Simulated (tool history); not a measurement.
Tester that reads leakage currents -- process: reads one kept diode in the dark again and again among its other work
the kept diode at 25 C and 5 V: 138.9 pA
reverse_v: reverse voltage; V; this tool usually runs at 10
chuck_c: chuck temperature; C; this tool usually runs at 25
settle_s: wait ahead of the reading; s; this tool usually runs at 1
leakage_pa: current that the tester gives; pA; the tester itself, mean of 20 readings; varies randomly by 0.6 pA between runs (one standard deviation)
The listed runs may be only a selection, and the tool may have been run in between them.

| run | hour | reverse_v | chuck_c | settle_s | leakage_pa |
|---|---|---|---|---|---|
| 1 | 0 | 10 | 25 | 1 | 199.64 |
| 2 | 36.4 | 10 | 25 | 1 | 198.06 |
| 3 | 88.1 | 2.1 | 25 | 1 | 89.65 |
| 4 | 127.7 | 19 | 25 | 1 | 277.27 |
| 5 | 189.4 | 19 | 25 | 1 | 277.42 |
| 6 | 222.8 | 10 | 25 | 1 | 199.26 |
| 7 | 251 | 10 | 25 | 1 | 199.67 |
| 8 | 313 | 10 | 25 | 1 | 200.05 |
| 9 | 364.7 | 10 | 25 | 1 | 199.45 |
| 10 | 398.6 | 10 | 25 | 1.17 | 199.08 |
| 11 | 446.6 | 10 | 25 | 1.17 | 199.76 |
| 12 | 508.2 | 10 | 25 | 0.63 | 199.88 |
| 13 | 538 | 2.2 | 25 | 0.63 | 92.37 |
| 14 | 572.7 | 2.2 | 25 | 0.63 | 92.24 |
| 15 | 613.3 | 2.2 | 25 | 1.71 | 91.18 |
| 16 | 639.5 | 2.2 | 30 | 1.71 | 147.05 |
| 17 | 670.6 | 2.2 | 30 | 1.71 | 147.08 |
| 18 | 732.9 | 18 | 25 | 1 | 269.16 |
| 19 | 779.6 | 18 | 25 | 1 | 269.66 |
| 20 | 817 | 1.5 | 45 | 1.61 | 459.65 |
| 21 | 875.4 | 2.7 | 25 | 1 | 101.78 |
| 22 | 901.4 | 2.7 | 25 | 1 | 102.08 |
| 23 | 943 | 2.8 | 39 | 0.4 | 377.14 |
| 24 | 987.1 | 10 | 25 | 5.41 | 198.83 |
| 25 | 1030.2 | 1.2 | 51 | 0.73 | 678.42 |
| 26 | 1091.9 | 10.8 | 23 | 0.7 | 172.04 |
| 27 | 1133.8 | 10.8 | 23 | 0.7 | 171.88 |
| 28 | 1170.9 | 10 | 30 | 1 | 319.74 |
| 29 | 1230.4 | 4.8 | 41 | 1 | 586.6 |
| 30 | 1268.6 | 7 | 24 | 1 | 150.59 |
| 31 | 1295 | 10 | 25 | 6.34 | 199.37 |
| 32 | 1331.8 | 10 | 25 | 6.34 | 197.53 |
| 33 | 1381.3 | 1.9 | 50 | 6.34 | 785.53 |
| 34 | 1436.2 | 1.9 | 48 | 6.34 | 666.33 |
| 35 | 1472.8 | 1.9 | 50 | 6.34 | 780.24 |
| 36 | 1534.5 | 1.9 | 50 | 6.34 | 783.87 |
| 37 | 1572.3 | 10 | 38 | 1 | 656.88 |

Taken out of this log: 2 entries between the listed runs. Where each belongs, and how the hidden state differs across it:
Logged between run 19 and run 20: chuck's temperature calibrated (hour 794.5)
  true chuck temperature over the reading, C: -0.02 -> 0
Logged between run 32 and run 33: probe card cleaned and baked (hour 1381.3)
  stray current of the dirty probe card, pA a volt: 0.048 -> 0.02
